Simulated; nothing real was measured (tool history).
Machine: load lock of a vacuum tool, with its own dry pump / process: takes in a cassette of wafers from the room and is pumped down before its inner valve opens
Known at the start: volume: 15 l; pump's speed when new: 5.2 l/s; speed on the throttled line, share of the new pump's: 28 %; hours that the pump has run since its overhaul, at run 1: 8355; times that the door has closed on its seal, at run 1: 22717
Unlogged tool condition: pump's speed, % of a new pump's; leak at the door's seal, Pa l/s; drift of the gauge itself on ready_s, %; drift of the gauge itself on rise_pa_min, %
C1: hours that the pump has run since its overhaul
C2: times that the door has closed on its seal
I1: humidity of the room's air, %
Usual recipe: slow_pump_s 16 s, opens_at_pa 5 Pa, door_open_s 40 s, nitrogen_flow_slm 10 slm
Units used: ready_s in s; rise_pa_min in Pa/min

Run 1, hour 0.0: usual settings; C1 8355; C2 22717; I1 45.5. Result: ready_s 44.0 s, rise_pa_min 0.375 Pa/min.
Run 2, hour 217.4: usual settings; C1 8573; C2 23267; I1 44.2. Result: ready_s 44.1 s, rise_pa_min 0.395 Pa/min.
Run 3, hour 360.0: usual settings; C1 8715; C2 23628; I1 46.2. Result: ready_s 44.9 s, rise_pa_min 0.391 Pa/min.
Run 4, hour 495.8: usual settings but door_open_s 171 s; C1 8851; C2 23971; I1 47.1. Result: ready_s 44.5 s, rise_pa_min 0.472 Pa/min.
Run 5, hour 595.0: usual settings but door_open_s 171 s; C1 8950; C2 24222; I1 48.5. Result: ready_s 44.8 s, rise_pa_min 0.483 Pa/min.
Run 6, hour 702.6: usual settings but door_open_s 171 s; C1 9058; C2 24494; I1 47.7. Result: ready_s 44.4 s, rise_pa_min 0.486 Pa/min.
Run 7, hour 877.6: usual settings but door_open_s 171 s; C1 9233; C2 24936; I1 49.5. Result: ready_s 44.5 s, rise_pa_min 0.508 Pa/min.
Run 8, hour 973.8: usual settings but door_open_s 171 s; C1 9329; C2 25180; I1 46.2. Result: ready_s 44.8 s, rise_pa_min 0.499 Pa/min.
Run 9, hour 1101.2: usual settings but door_open_s 171 s; C1 9456; C2 25502; I1 45.8. Result: ready_s 44.5 s, rise_pa_min 0.513 Pa/min.
Run 10, hour 1192.5: usual settings but opens_at_pa 6 Pa; C1 9548; C2 25733; I1 46.5. Result: ready_s 43.2 s, rise_pa_min 0.465 Pa/min.
Run 11, hour 1383.2: usual settings but opens_at_pa 6 Pa; C1 9738; C2 26215; I1 46.8. Result: ready_s 43.7 s, rise_pa_min 0.468 Pa/min.
At hour 1591.5: door's seal changed, seat wiped.
Run 12, hour 1601.9: usual settings but opens_at_pa 6 Pa; C1 9955; C2 27; I1 43.5. Result: ready_s 44.6 s, rise_pa_min 0.043 Pa/min.
Run 13, hour 1702.0: usual settings; C1 10056; C2 280; I1 45.6. Result: ready_s 44.7 s, rise_pa_min 0.049 Pa/min.
Run 14, hour 1876.4: usual settings; C1 10230; C2 721; I1 42.1. Result: ready_s 44.9 s, rise_pa_min 0.041 Pa/min.
Run 15, hour 2084.5: usual settings; C1 10438; C2 1247; I1 45.3. Result: ready_s 45.1 s, rise_pa_min 0.051 Pa/min.
Run 16, hour 2215.3: usual settings but opens_at_pa 8 Pa; C1 10569; C2 1578; I1 44.7. Result: ready_s 43.6 s, rise_pa_min 0.058 Pa/min.
Run 17, hour 2421.8: usual settings but opens_at_pa 8 Pa; C1 10775; C2 2100; I1 45.9. Result: ready_s 43.8 s, rise_pa_min 0.055 Pa/min.
Run 18, hour 2594.2: usual settings but slow_pump_s 30 s, opens_at_pa 8 Pa; C1 10948; C2 2536; I1 45.1. Result: ready_s 53.5 s, rise_pa_min 0.067 Pa/min.
Run 19, hour 2774.5: usual settings but slow_pump_s 30 s, opens_at_pa 8 Pa; C1 11128; C2 2992; I1 45.4. Result: ready_s 53.6 s, rise_pa_min 0.066 Pa/min.
Run 20, hour 2952.2: usual settings but slow_pump_s 30 s, opens_at_pa 9 Pa, nitrogen_flow_slm 22 slm; C1 11306; C2 3441; I1 46.2. Result: ready_s 52.4 s, rise_pa_min 0.057 Pa/min.

Run 21, settings as shown, results not yet in. Your forecast:
Run 21, hour 3138.0: usual settings but slow_pump_s 30 s, opens_at_pa 9 Pa, nitrogen_flow_slm 22 slm; C1 11492; C2 3911; I1 47.7. Result: ready_s ?, rise_pa_min ?.

Run 21 yielded ready_s 52.2 s, rise_pa_min 0.065 Pa/min.
Had the tool carried no hidden state, the very same run would have given ready_s 48.5 s, rise_pa_min 0.035 Pa/min.
